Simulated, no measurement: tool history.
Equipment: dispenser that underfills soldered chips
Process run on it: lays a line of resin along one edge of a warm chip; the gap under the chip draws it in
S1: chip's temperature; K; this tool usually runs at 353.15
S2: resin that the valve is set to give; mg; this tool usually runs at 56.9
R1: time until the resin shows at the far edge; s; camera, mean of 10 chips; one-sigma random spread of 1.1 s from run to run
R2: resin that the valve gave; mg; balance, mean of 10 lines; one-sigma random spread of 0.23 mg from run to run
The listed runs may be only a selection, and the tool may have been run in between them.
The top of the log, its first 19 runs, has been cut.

{"run": 20, "day": 4.629, "S1": 353.15, "S2": 55.2, "R1": 144.9, "R2": 54.69}
{"run": 21, "day": 4.846, "S1": 363.15, "S2": 56.9, "R1": 151.7, "R2": 56.26}
{"day": 5.029, "done": "new syringe of resin"}
{"run": 22, "day": 5.038, "S1": 353.15, "S2": 72.7, "R1": 95.5, "R2": 71.38}
{"run": 23, "day": 5.308, "S1": 355.15, "S2": 64.8, "R1": 132.5, "R2": 63.42}
{"run": 24, "day": 5.521, "S1": 347.15, "S2": 64.8, "R1": 213.7, "R2": 63.63}
{"day": 5.733, "done": "new syringe of resin"}
{"run": 25, "day": 5.842, "S1": 349.15, "S2": 53.3, "R1": 124.1, "R2": 52.39}
{"run": 26, "day": 6.071, "S1": 349.15, "S2": 53.3, "R1": 169.2, "R2": 51.76}
{"run": 27, "day": 6.217, "S1": 343.15, "S2": 63.6, "R1": 239.2, "R2": 62.32}
{"day": 6.446, "done": "new syringe of resin"}
{"run": 28, "day": 6.562, "S1": 343.15, "S2": 51.3, "R1": 152.5, "R2": 49.72}
{"run": 29, "day": 6.712, "S1": 343.15, "S2": 52.1, "R1": 186.0, "R2": 50.6}
{"run": 30, "day": 6.908, "S1": 367.15, "S2": 71.0, "R1": 118.8, "R2": 68.83}
{"run": 31, "day": 7.121, "S1": 367.15, "S2": 71.0, "R1": 155.3, "R2": 69.18}
{"day": 7.15, "done": "new syringe of resin"}
{"run": 32, "day": 7.429, "S1": 343.15, "S2": 55.0, "R1": 183.7, "R2": 53.03}
{"run": 33, "day": 7.758, "S1": 353.15, "S2": 60.4, "R1": 214.5, "R2": 57.75}
{"day": 7.862, "done": "new syringe of resin"}
{"run": 34, "day": 7.962, "S1": 344.15, "S2": 60.4, "R1": 141.1, "R2": 57.58}
{"run": 35, "day": 8.271, "S1": 344.15, "S2": 60.4, "R1": 207.8, "R2": 57.59}

Forecast each of these 5 alternatives for the next run:
{"run": "A", "day": 8.471, "S1": 339.15, "S2": 62.2, "R1": "?", "R2": "?"}
{"run": "B", "day": 8.471, "S1": 351.15, "S2": 65.6, "R1": "?", "R2": "?"}
{"run": "C", "day": 8.471, "S1": 344.15, "S2": 58.2, "R1": "?", "R2": "?"}
{"run": "D", "day": 8.471, "S1": 364.15, "S2": 65.5, "R1": "?", "R2": "?"}
{"run": "E", "day": 8.471, "S1": 353.15, "S2": 70.6, "R1": "?", "R2": "?"}

run=A R1=328.3 R2=58.94
run=B R1=223.6 R2=62.56
run=C R1=276.5 R2=55.52
run=D R1=152.5 R2=62.02
run=E R1=213.0 R2=67.63
With the hidden condition removed and each run's random variation left untouched, the same runs would have given:
run=A R1=157.5 R2=61.92
run=B R1=106.7 R2=65.72
run=C R1=132.2 R2=58.32
run=D R1=72.0 R2=65.15
run=E R1=101.7 R2=71.05
